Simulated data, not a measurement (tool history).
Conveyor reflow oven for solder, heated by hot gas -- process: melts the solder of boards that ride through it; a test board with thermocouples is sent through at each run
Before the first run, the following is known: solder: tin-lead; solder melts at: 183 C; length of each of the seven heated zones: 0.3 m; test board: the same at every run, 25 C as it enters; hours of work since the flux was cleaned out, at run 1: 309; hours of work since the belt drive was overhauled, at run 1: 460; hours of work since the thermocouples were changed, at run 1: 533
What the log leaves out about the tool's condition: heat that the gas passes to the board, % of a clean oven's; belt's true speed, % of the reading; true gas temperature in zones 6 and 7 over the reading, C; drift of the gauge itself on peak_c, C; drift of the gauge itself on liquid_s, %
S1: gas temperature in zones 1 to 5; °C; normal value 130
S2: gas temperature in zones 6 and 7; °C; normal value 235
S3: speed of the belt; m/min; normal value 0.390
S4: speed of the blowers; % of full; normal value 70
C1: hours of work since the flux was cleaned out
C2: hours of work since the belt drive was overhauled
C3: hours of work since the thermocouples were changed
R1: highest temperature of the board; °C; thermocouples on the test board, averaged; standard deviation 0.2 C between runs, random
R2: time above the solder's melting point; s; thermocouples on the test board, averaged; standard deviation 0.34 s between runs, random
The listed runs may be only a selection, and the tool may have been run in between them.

| run | hour | S1 | S2 | S3 | S4 | C1 | C2 | C3 | R1 | R2 |
|---|---|---|---|---|---|---|---|---|---|---|
| 1 | 0.0 | 130 | 235 | 0.390 | 70 | 309 | 460 | 533 | 217.8 | 66.4 |
| 2 | 27.8 | 130 | 235 | 0.390 | 70 | 325 | 476 | 549 | 217.6 | 66.4 |
| 3 | 56.8 | 130 | 235 | 0.390 | 84 | 342 | 493 | 566 | 221.5 | 71.3 |
| 4 | 79.1 | 130 | 235 | 0.390 | 84 | 355 | 506 | 579 | 221.3 | 71.3 |
| 5 | 106.0 | 130 | 235 | 0.435 | 70 | 371 | 521 | 594 | 213.6 | 55.0 |
| 6 | 135.4 | 130 | 235 | 0.435 | 70 | 388 | 538 | 611 | 213.3 | 54.8 |
| 7 | 154.5 | 130 | 235 | 0.435 | 70 | 399 | 550 | 623 | 213.3 | 54.4 |
| 8 | 193.8 | 130 | 235 | 0.390 | 70 | 422 | 572 | 645 | 217.7 | 66.1 |
|  | 214.8 | thermocouples of zones 6 and 7 changed |
| 9 | 235.9 | 130 | 231 | 0.390 | 70 | 445 | 596 | 12 | 212.1 | 60.7 |
| 10 | 283.0 | 130 | 231 | 0.390 | 70 | 472 | 623 | 40 | 211.9 | 61.5 |
| 11 | 314.4 | 130 | 231 | 0.390 | 70 | 491 | 641 | 58 | 211.9 | 60.9 |
|  | 334.3 | flux residue cleaned out of gas plates and filters |
| 12 | 348.8 | 130 | 231 | 0.390 | 70 | 8 | 658 | 75 | 213.7 | 63.8 |
| 13 | 388.8 | 130 | 231 | 0.390 | 70 | 32 | 682 | 98 | 214.4 | 63.6 |
| 14 | 434.7 | 130 | 231 | 0.390 | 70 | 58 | 708 | 125 | 214.1 | 63.7 |
| 15 | 461.7 | 130 | 231 | 0.390 | 70 | 74 | 724 | 141 | 213.9 | 64.0 |
| 16 | 503.9 | 130 | 235 | 0.390 | 64 | 99 | 749 | 165 | 215.3 | 64.1 |
| 17 | 529.7 | 118 | 229 | 0.314 | 70 | 114 | 764 | 180 | 217.3 | 80.8 |
| 18 | 568.7 | 130 | 235 | 0.458 | 70 | 136 | 786 | 203 | 211.3 | 50.9 |
| 19 | 588.1 | 130 | 235 | 0.390 | 83 | 148 | 798 | 214 | 221.1 | 70.9 |
| 20 | 621.1 | 130 | 238 | 0.332 | 56 | 167 | 817 | 234 | 220.9 | 82.4 |
| 21 | 656.8 | 130 | 246 | 0.332 | 62 | 188 | 838 | 254 | 230.2 | 92.5 |
| 22 | 684.0 | 115 | 235 | 0.390 | 70 | 203 | 854 | 270 | 214.5 | 59.0 |
| 23 | 731.0 | 115 | 235 | 0.390 | 70 | 231 | 881 | 297 | 214.5 | 58.9 |
| 24 | 753.5 | 115 | 235 | 0.390 | 70 | 244 | 894 | 311 | 214.8 | 59.6 |
| 25 | 780.3 | 115 | 243 | 0.400 | 70 | 260 | 910 | 326 | 220.8 | 63.1 |
| 26 | 825.7 | 115 | 243 | 0.400 | 70 | 286 | 936 | 353 | 220.8 | 63.4 |
| 27 | 847.3 | 120 | 237 | 0.416 | 83 | 298 | 949 | 365 | 219.4 | 61.8 |
| 28 | 879.1 | 120 | 248 | 0.318 | 83 | 317 | 967 | 384 | 238.1 | 98.6 |
| 29 | 899.5 | 120 | 248 | 0.318 | 83 | 329 | 979 | 395 | 238.3 | 98.6 |
| 30 | 940.5 | 121 | 250 | 0.432 | 50 | 353 | 1003 | 419 | 213.6 | 52.4 |
| 31 | 974.1 | 145 | 250 | 0.432 | 60 | 372 | 1022 | 439 | 225.5 | 72.5 |

Hidden state or all else? Some run-to-run changes of R1, split into what the settings, what came in and random variation would give without the hidden state, and what is left for the hidden state (with any gauge scatter that isn't in both results):
Run 8 -> 9: S2 235 -> 231, thermocouples of zones 6 and 7 changed. R1 -5.6 °C: hidden state -2.1, all else -3.5.
Run 11 -> 12: flux residue cleaned out of gas plates and filters. R1 +1.8 °C: hidden state +2.2, all else -0.4.
Run 19 -> 20: S2 235 -> 238, S3 0.390 -> 0.332, S4 83 -> 56. R1 -0.2 °C: hidden state +0.4, all else -0.6.
Run 21 -> 22: S1 130 -> 115, S2 246 -> 235, S3 0.332 -> 0.390, S4 62 -> 70. R1 -15.7 °C: hidden state -0.2, all else -15.5.
Run 27 -> 28: S2 237 -> 248, S3 0.416 -> 0.318. R1 +18.7 °C: hidden state +0.4, all else +18.3.
Run 29 -> 30: S1 120 -> 121, S2 248 -> 250, S3 0.318 -> 0.432, S4 83 -> 50. R1 -24.7 °C: hidden state +0.1, all else -24.8.
